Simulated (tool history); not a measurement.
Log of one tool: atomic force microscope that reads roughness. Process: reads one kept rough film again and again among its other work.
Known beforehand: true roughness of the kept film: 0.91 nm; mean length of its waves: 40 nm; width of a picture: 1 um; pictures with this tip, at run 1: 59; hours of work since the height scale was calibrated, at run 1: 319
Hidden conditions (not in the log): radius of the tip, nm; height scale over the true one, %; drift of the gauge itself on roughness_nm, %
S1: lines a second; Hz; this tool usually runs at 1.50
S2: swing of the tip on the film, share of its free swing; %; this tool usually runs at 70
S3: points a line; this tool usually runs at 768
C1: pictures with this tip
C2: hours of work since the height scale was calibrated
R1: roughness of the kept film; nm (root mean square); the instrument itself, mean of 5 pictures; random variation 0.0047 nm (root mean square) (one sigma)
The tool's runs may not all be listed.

Run 1, hour 0.0: usual settings; C1 59; C2 319. Result: R1 0.822 nm (root mean square).
Run 2, hour 27.6: usual settings; C1 84; C2 332. Result: R1 0.811 nm (root mean square).
Run 3, hour 62.9: usual settings but S3 732; C1 116; C2 348. Result: R1 0.814 nm (root mean square).
Run 4, hour 95.5: usual settings but S3 732; C1 145; C2 364. Result: R1 0.811 nm (root mean square).
Run 5, hour 114.8: usual settings but S3 627; C1 163; C2 373. Result: R1 0.793 nm (root mean square).
Run 6, hour 147.1: usual settings but S2 58 %; C1 192; C2 388. Result: R1 0.830 nm (root mean square).
Run 7, hour 180.4: usual settings but S2 58 %; C1 222; C2 404. Result: R1 0.833 nm (root mean square).
Run 8, hour 218.4: usual settings but S2 58 %; C1 257; C2 421. Result: R1 0.822 nm (root mean square).
At hour 239.0: new tip fitted.
Run 9, hour 249.5: usual settings but S2 59 %; C1 9; C2 436. Result: R1 0.845 nm (root mean square).
Run 10, hour 282.2: usual settings but S3 266; C1 39; C2 451. Result: R1 0.807 nm (root mean square).
Run 11, hour 304.2: usual settings but S3 889; C1 59; C2 462. Result: R1 0.824 nm (root mean square).
Run 12, hour 333.1: usual settings but S1 1.12 Hz, S3 889; C1 85; C2 475. Result: R1 0.825 nm (root mean square).
Run 13, hour 367.1: usual settings but S1 1.12 Hz, S3 889; C1 116; C2 491. Result: R1 0.830 nm (root mean square).
Run 14, hour 391.0: usual settings but S1 1.12 Hz, S3 889; C1 138; C2 502. Result: R1 0.822 nm (root mean square).
Run 15, hour 424.1: usual settings but S1 1.12 Hz, S3 889; C1 168; C2 518. Result: R1 0.818 nm (root mean square).
At hour 427.7: height scale calibrated on a step standard.
Run 16, hour 447.7: usual settings but S1 1.12 Hz, S2 87 %, S3 420; C1 188; C2 9. Result: R1 0.764 nm (root mean square).
Run 17, hour 483.2: usual settings but S1 1.12 Hz, S2 87 %, S3 420; C1 220; C2 26. Result: R1 0.757 nm (root mean square).
Run 18, hour 518.2: usual settings but S2 57 %, S3 323; C1 252; C2 43. Result: R1 0.827 nm (root mean square).
Run 19, hour 540.8: usual settings but S2 57 %, S3 323; C1 272; C2 53. Result: R1 0.821 nm (root mean square).
At hour 544.3: new tip fitted.
Run 20, hour 567.6: usual settings but S2 57 %, S3 323; C1 21; C2 66. Result: R1 0.854 nm (root mean square).
Run 21, hour 594.8: usual settings but S2 57 %, S3 578; C1 46; C2 78. Result: R1 0.856 nm (root mean square).
Run 22, hour 615.6: usual settings but S1 0.88 Hz, S2 68 %, S3 562; C1 65; C2 88. Result: R1 0.839 nm (root mean square).
Run 23, hour 639.0: usual settings but S1 0.88 Hz, S2 68 %, S3 562; C1 86; C2 99. Result: R1 0.838 nm (root mean square).
At hour 653.0: height scale calibrated on a step standard, once more.
Run 24, hour 672.1: usual settings but S1 0.88 Hz, S2 76 %, S3 562; C1 115; C2 9. Result: R1 0.826 nm (root mean square).
Run 25, hour 706.5: usual settings but S1 0.88 Hz, S2 76 %, S3 562; C1 146; C2 25. Result: R1 0.818 nm (root mean square).

3 options for the next run, each taken on its own from the tool as it stands now. Forecast them:
Run A, hour 739.8: usual settings but S1 0.97 Hz; C1 176; C2 41. Result: R1 ?.
Run B, hour 739.8: usual settings but S1 0.80 Hz, S2 60 %, S3 388; C1 176; C2 41. Result: R1 ?.
Run C, hour 739.8: usual settings but S2 84 %, S3 302; C1 176; C2 41. Result: R1 ?.

run     R1
  A  0.830
  B  0.852
  C  0.735
With no hidden state in the tool, these same runs would have given:
run     R1
  A  0.851
  B  0.874
  C  0.754
